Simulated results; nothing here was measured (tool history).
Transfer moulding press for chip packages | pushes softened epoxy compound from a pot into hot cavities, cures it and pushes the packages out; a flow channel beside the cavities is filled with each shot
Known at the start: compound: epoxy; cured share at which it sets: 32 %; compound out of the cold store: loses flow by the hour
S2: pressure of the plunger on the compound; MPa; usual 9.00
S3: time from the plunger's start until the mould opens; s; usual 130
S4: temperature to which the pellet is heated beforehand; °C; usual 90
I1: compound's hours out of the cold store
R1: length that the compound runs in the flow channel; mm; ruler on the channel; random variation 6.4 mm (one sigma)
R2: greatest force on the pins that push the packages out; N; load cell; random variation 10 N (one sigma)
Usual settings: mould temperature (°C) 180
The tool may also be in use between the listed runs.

run 1 hour=0.0 | mould_temperature_(°C)=180 S2=9.00 S3=130 S4=90 | I1=43.8 | R1=637 R2=450
-- hour=7.1 mould's thermocouples calibrated
-- hour=29.0 plunger's sealing rings changed
-- hour=38.6 cavities cleaned with cleaning compound and waxed
-- hour=93.0 cavities cleaned with cleaning compound and waxed
run 2 hour=95.9 | mould_temperature_(°C)=180 S2=9.00 S3=130 S4=90 | I1=30.4 | R1=684 R2=453
-- hour=153.0 cavities cleaned with cleaning compound and waxed
run 3 hour=201.5 | mould_temperature_(°C)=180 S2=9.00 S3=130 S4=90 | I1=10.6 | R1=758 R2=496
-- hour=207.9 cavities cleaned with cleaning compound and waxed
run 4 hour=257.2 | mould_temperature_(°C)=180 S2=9.00 S3=130 S4=90 | I1=37.6 | R1=665 R2=462
-- hour=265.5 cavities cleaned with cleaning compound and waxed
-- hour=325.8 cavities cleaned with cleaning compound and waxed
run 5 hour=351.3 | mould_temperature_(°C)=180 S2=9.00 S3=130 S4=90 | I1=25.2 | R1=709 R2=460
-- hour=380.8 cavities cleaned with cleaning compound and waxed
-- hour=441.2 cavities cleaned with cleaning compound and waxed
run 6 hour=445.2 | mould_temperature_(°C)=180 S2=9.00 S3=130 S4=91 | I1=20.3 | R1=722 R2=450
-- hour=498.3 cavities cleaned with cleaning compound and waxed
run 7 hour=533.5 | mould_temperature_(°C)=180 S2=9.00 S3=130 S4=91 | I1=34.9 | R1=669 R2=460
-- hour=560.4 cavities cleaned with cleaning compound and waxed
-- hour=588.3 plunger's sealing rings changed
-- hour=618.7 cavities cleaned with cleaning compound and waxed
run 8 hour=618.7 | mould_temperature_(°C)=180 S2=8.01 S3=163 S4=88 | I1=13.2 | R1=715 R2=362
-- hour=673.1 cavities cleaned with cleaning compound and waxed
run 9 hour=673.1 | mould_temperature_(°C)=180 S2=9.31 S3=129 S4=90 | I1=41.7 | R1=658 R2=466
-- hour=727.4 cavities cleaned with cleaning compound and waxed
run 10 hour=727.4 | mould_temperature_(°C)=180 S2=9.31 S3=129 S4=96 | I1=13.8 | R1=766 R2=501
-- hour=745.6 mould's thermocouples calibrated
-- hour=787.0 cavities cleaned with cleaning compound and waxed
run 11 hour=821.0 | mould_temperature_(°C)=180 S2=7.94 S3=129 S4=96 | I1=30.0 | R1=638 R2=477
-- hour=842.8 cavities cleaned with cleaning compound and waxed
-- hour=897.5 cavities cleaned with cleaning compound and waxed
run 12 hour=924.0 | mould_temperature_(°C)=180 S2=9.51 S3=130 S4=90 | I1=29.0 | R1=712 R2=474

Forecast each of these 5 alternatives for the next run:
-- hour=954.3 cavities cleaned with cleaning compound and waxed
run A hour=972.2 | mould_temperature_(°C)=180 S2=8.00 S3=130 S4=90 | I1=26.2 | R1=? R2=?
-- hour=954.3 cavities cleaned with cleaning compound and waxed
run B hour=972.2 | mould_temperature_(°C)=187 S2=9.51 S3=153 S4=95 | I1=10.8 | R1=? R2=?
-- hour=954.3 cavities cleaned with cleaning compound and waxed
run C hour=972.2 | mould_temperature_(°C)=174 S2=9.00 S3=130 S4=90 | I1=32.1 | R1=? R2=?
-- hour=954.3 cavities cleaned with cleaning compound and waxed
run D hour=972.2 | mould_temperature_(°C)=174 S2=9.62 S3=157 S4=90 | I1=35.2 | R1=? R2=?
-- hour=954.3 cavities cleaned with cleaning compound and waxed
run E hour=972.2 | mould_temperature_(°C)=178 S2=9.51 S3=163 S4=81 | I1=37.0 | R1=? R2=?

run=A R1=662 R2=467
run=B R1=746 R2=355
run=C R1=708 R2=636
run=D R1=710 R2=467
run=E R1=683 R2=394
Without the tool's hidden state the same runs would have given:
run=A R1=663 R2=464
run=B R1=747 R2=352
run=C R1=709 R2=632
run=D R1=711 R2=464
run=E R1=684 R2=392
